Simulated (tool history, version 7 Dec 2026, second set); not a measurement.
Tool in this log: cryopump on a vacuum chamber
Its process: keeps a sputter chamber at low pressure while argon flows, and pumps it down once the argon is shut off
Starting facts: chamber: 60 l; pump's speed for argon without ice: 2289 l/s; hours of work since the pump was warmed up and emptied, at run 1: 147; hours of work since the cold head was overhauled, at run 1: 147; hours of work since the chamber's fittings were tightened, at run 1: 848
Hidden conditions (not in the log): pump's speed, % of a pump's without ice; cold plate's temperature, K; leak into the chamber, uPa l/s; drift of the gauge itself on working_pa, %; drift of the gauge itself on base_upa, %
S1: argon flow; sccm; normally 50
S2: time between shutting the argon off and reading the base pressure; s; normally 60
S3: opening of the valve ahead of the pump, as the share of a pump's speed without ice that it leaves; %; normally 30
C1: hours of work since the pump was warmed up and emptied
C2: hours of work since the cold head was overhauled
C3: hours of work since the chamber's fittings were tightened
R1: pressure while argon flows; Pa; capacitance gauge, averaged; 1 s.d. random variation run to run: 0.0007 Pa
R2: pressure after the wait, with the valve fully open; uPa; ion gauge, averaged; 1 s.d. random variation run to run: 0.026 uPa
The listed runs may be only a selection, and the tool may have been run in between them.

Run 1, hour 0.0: usual settings; C1 147; C2 147; C3 848. Result: R1 0.1255 Pa, R2 1.22 uPa.
Run 2, hour 22.8: usual settings but S1 24 sccm; C1 157; C2 157; C3 858. Result: R1 0.0604 Pa, R2 1.21 uPa.
Run 3, hour 42.8: usual settings but S2 33 s; C1 166; C2 166; C3 867. Result: R1 0.1254 Pa, R2 1.97 uPa.
Run 4, hour 71.2: usual settings but S2 33 s; C1 179; C2 179; C3 880. Result: R1 0.1263 Pa, R2 1.94 uPa.
Run 5, hour 93.8: usual settings but S3 52 %; C1 189; C2 189; C3 890. Result: R1 0.0736 Pa, R2 1.23 uPa.
Run 6, hour 108.6: usual settings but S3 52 %; C1 196; C2 196; C3 897. Result: R1 0.0738 Pa, R2 1.21 uPa.
Run 7, hour 120.1: usual settings but S3 23 %; C1 201; C2 201; C3 902. Result: R1 0.1632 Pa, R2 1.20 uPa.
Run 8, hour 146.4: usual settings but S1 83 sccm, S2 199 s, S3 21 %; C1 213; C2 213; C3 914. Result: R1 0.2993 Pa, R2 0.55 uPa.
Run 9, hour 169.8: usual settings but S1 75 sccm, S2 157 s, S3 35 %; C1 223; C2 223; C3 924. Result: R1 0.1634 Pa, R2 0.59 uPa.
Run 10, hour 181.4: usual settings but S1 58 sccm, S2 26 s, S3 18 %; C1 229; C2 229; C3 930. Result: R1 0.2434 Pa, R2 2.43 uPa.

What if the next run were any one of these 5? Each begins from the tool's condition after run 10:
Run A, hour 196.6: usual settings but S1 23 sccm, S2 26 s, S3 46 %; C1 235; C2 235; C3 936. Result: R1 ?, R2 ?.
Run B, hour 196.6: usual settings but S1 58 sccm, S2 26 s, S3 20 %; C1 235; C2 235; C3 936. Result: R1 ?, R2 ?.
Run C, hour 196.6: usual settings but S1 26 sccm, S2 26 s, S3 18 %; C1 235; C2 235; C3 936. Result: R1 ?, R2 ?.
Run D, hour 196.6: usual settings but S1 58 sccm, S2 26 s, S3 21 %; C1 235; C2 235; C3 936. Result: R1 ?, R2 ?.
Run E, hour 196.6: usual settings but S1 88 sccm; C1 235; C2 235; C3 936. Result: R1 ?, R2 ?.

run      R1    R2
  A  0.0396  2.42
  B  0.2177  2.48
  C  0.1092  2.45
  D  0.2086  2.31
  E  0.2258  1.19
The same runs, with their run-to-run variation unchanged, on a tool lacking any hidden condition would have given:
run      R1    R2
  A  0.0377  2.26
  B  0.2132  2.32
  C  0.1072  2.29
  D  0.2040  2.17
  E  0.2189  1.03
